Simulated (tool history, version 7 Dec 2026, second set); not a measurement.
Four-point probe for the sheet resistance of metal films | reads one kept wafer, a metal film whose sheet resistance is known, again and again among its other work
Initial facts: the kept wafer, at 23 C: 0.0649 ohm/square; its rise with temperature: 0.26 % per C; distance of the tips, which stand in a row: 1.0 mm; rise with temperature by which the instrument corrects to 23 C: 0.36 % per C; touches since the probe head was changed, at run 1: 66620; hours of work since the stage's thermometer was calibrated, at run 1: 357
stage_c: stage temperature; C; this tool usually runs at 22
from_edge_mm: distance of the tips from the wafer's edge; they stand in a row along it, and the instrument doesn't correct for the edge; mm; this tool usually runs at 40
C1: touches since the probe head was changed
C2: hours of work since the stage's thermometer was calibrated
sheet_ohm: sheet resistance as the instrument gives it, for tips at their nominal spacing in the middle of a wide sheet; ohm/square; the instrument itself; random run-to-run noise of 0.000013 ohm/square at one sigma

Run 1, day 0.000: usual settings; C1 66620; C2 357. Result: sheet_ohm 0.064254 ohm/square.
Run 2, day 2.012: usual settings; C1 67729; C2 379. Result: sheet_ohm 0.064261 ohm/square.
Run 3, day 4.929: usual settings; C1 69336; C2 411. Result: sheet_ohm 0.064224 ohm/square.
Run 4, day 7.875: usual settings; C1 70960; C2 444. Result: sheet_ohm 0.064229 ohm/square.
Run 5, day 9.550: usual settings; C1 71883; C2 462. Result: sheet_ohm 0.064208 ohm/square.
Run 6, day 12.400: usual settings; C1 73454; C2 493. Result: sheet_ohm 0.064187 ohm/square.
Run 7, day 14.667: usual settings; C1 74701; C2 518. Result: sheet_ohm 0.064189 ohm/square.
Run 8, day 17.254: usual settings; C1 76128; C2 547. Result: sheet_ohm 0.064179 ohm/square.
Run 9, day 18.758: usual settings but stage_c 32 C; C1 76957; C2 563. Result: sheet_ohm 0.063547 ohm/square.
Run 10, day 20.558: usual settings; C1 77949; C2 583. Result: sheet_ohm 0.064170 ohm/square.
Run 11, day 22.279: usual settings; C1 78896; C2 602. Result: sheet_ohm 0.064129 ohm/square.
Run 12, day 24.583: usual settings; C1 80168; C2 627. Result: sheet_ohm 0.064147 ohm/square.
Run 13, day 27.675: usual settings; C1 81870; C2 661. Result: sheet_ohm 0.064114 ohm/square.
Run 14, day 31.092: usual settings; C1 83753; C2 698. Result: sheet_ohm 0.064098 ohm/square.
At day 33.671: new probe head fitted.
Run 15, day 33.671: usual settings but stage_c 31 C; C1 0; C2 726. Result: sheet_ohm 0.064800 ohm/square.
Run 16, day 36.850: usual settings; C1 1753; C2 761. Result: sheet_ohm 0.065339 ohm/square.
Run 17, day 39.988: usual settings but stage_c 24 C; C1 3482; C2 796. Result: sheet_ohm 0.065180 ohm/square.
Run 18, day 42.229: usual settings but stage_c 25 C; C1 4716; C2 820. Result: sheet_ohm 0.065111 ohm/square.
Run 19, day 43.775: usual settings but from_edge_mm 12 mm; C1 5568; C2 837. Result: sheet_ohm 0.065503 ohm/square.
Run 20, day 47.000: usual settings but from_edge_mm 12 mm; C1 7346; C2 873. Result: sheet_ohm 0.065479 ohm/square.
Run 21, day 49.021: usual settings; C1 8459; C2 895. Result: sheet_ohm 0.065259 ohm/square.
Run 22, day 50.646: usual settings; C1 9354; C2 913. Result: sheet_ohm 0.065245 ohm/square.
Run 23, day 52.083: usual settings; C1 10148; C2 928. Result: sheet_ohm 0.065231 ohm/square.
Run 24, day 54.088: usual settings; C1 11253; C2 950. Result: sheet_ohm 0.065223 ohm/square.
Run 25, day 56.304: usual settings but stage_c 27 C, from_edge_mm 37 mm; C1 12474; C2 975. Result: sheet_ohm 0.064887 ohm/square.
Run 26, day 57.958: usual settings but stage_c 27 C, from_edge_mm 37 mm; C1 13384; C2 993. Result: sheet_ohm 0.064886 ohm/square.
Run 27, day 59.604: usual settings but stage_c 35 C, from_edge_mm 19 mm; C1 14293; C2 1011. Result: sheet_ohm 0.064454 ohm/square.
Run 28, day 61.208: usual settings but stage_c 19 C, from_edge_mm 16 mm; C1 15176; C2 1029. Result: sheet_ohm 0.065504 ohm/square.
Run 29, day 63.312: usual settings but stage_c 25 C, from_edge_mm 12 mm; C1 16337; C2 1052. Result: sheet_ohm 0.065203 ohm/square.
Run 30, day 66.417: usual settings but stage_c 33 C, from_edge_mm 54 mm; C1 18046; C2 1086. Result: sheet_ohm 0.064481 ohm/square.
Run 31, day 68.942: usual settings but stage_c 26 C, from_edge_mm 7 mm; C1 19438; C2 1113. Result: sheet_ohm 0.065565 ohm/square.
Run 32, day 71.846: usual settings but stage_c 26 C, from_edge_mm 7 mm; C1 21038; C2 1145. Result: sheet_ohm 0.065546 ohm/square.
Run 33, day 74.933: usual settings but stage_c 26 C, from_edge_mm 7 mm; C1 22740; C2 1179. Result: sheet_ohm 0.065567 ohm/square.
Run 34, day 76.408: usual settings but stage_c 19 C, from_edge_mm 7 mm; C1 23552; C2 1195. Result: sheet_ohm 0.065997 ohm/square.
Run 35, day 78.725: usual settings but stage_c 20 C, from_edge_mm 32 mm; C1 24830; C2 1221. Result: sheet_ohm 0.065264 ohm/square.
Run 36, day 80.688: usual settings but stage_c 24 C, from_edge_mm 30 mm; C1 25910; C2 1242. Result: sheet_ohm 0.064974 ohm/square.
Run 37, day 83.188: usual settings but stage_c 24 C, from_edge_mm 30 mm; C1 27288; C2 1270. Result: sheet_ohm 0.064947 ohm/square.
Run 38, day 85.650: usual settings but stage_c 24 C, from_edge_mm 30 mm; C1 28645; C2 1297. Result: sheet_ohm 0.064968 ohm/square.
Run 39, day 87.125: usual settings but stage_c 18 C, from_edge_mm 8 mm; C1 29458; C2 1313. Result: sheet_ohm 0.065822 ohm/square.
Run 40, day 89.708: usual settings but stage_c 18 C, from_edge_mm 8 mm; C1 30883; C2 1341. Result: sheet_ohm 0.065819 ohm/square.
Run 41, day 92.504: usual settings but stage_c 24 C, from_edge_mm 35 mm; C1 32422; C2 1372. Result: sheet_ohm 0.064903 ohm/square.
Run 42, day 94.171: usual settings but stage_c 24 C, from_edge_mm 35 mm; C1 33340; C2 1390. Result: sheet_ohm 0.064902 ohm/square.
Run 43, day 95.708: usual settings but stage_c 24 C, from_edge_mm 35 mm; C1 34188; C2 1407. Result: sheet_ohm 0.064889 ohm/square.
Run 44, day 98.525: usual settings but stage_c 24 C, from_edge_mm 35 mm; C1 35740; C2 1438. Result: sheet_ohm 0.064874 ohm/square.
Run 45, day 101.212: usual settings but from_edge_mm 49 mm; C1 37222; C2 1468. Result: sheet_ohm 0.064950 ohm/square.

4 options for the next run, each taken on its own from the tool as it stands now. Forecast them:
Run A, day 103.646: usual settings but stage_c 34 C, from_edge_mm 37 mm; C1 38562; C2 1494. Result: sheet_ohm ?.
Run B, day 103.646: usual settings but stage_c 19 C, from_edge_mm 56 mm; C1 38562; C2 1494. Result: sheet_ohm ?.
Run C, day 103.646: usual settings but stage_c 21 C, from_edge_mm 33 mm; C1 38562; C2 1494. Result: sheet_ohm ?.
Run D, day 103.646: usual settings but stage_c 26 C, from_edge_mm 8 mm; C1 38562; C2 1494. Result: sheet_ohm ?.

run  sheet_ohm
  A   0.064228
  B   0.065128
  C   0.065035
  D   0.065258
Had the tool no hidden state, the same runs would have come out as:
run  sheet_ohm
  A   0.064252
  B   0.065154
  C   0.065061
  D   0.065283
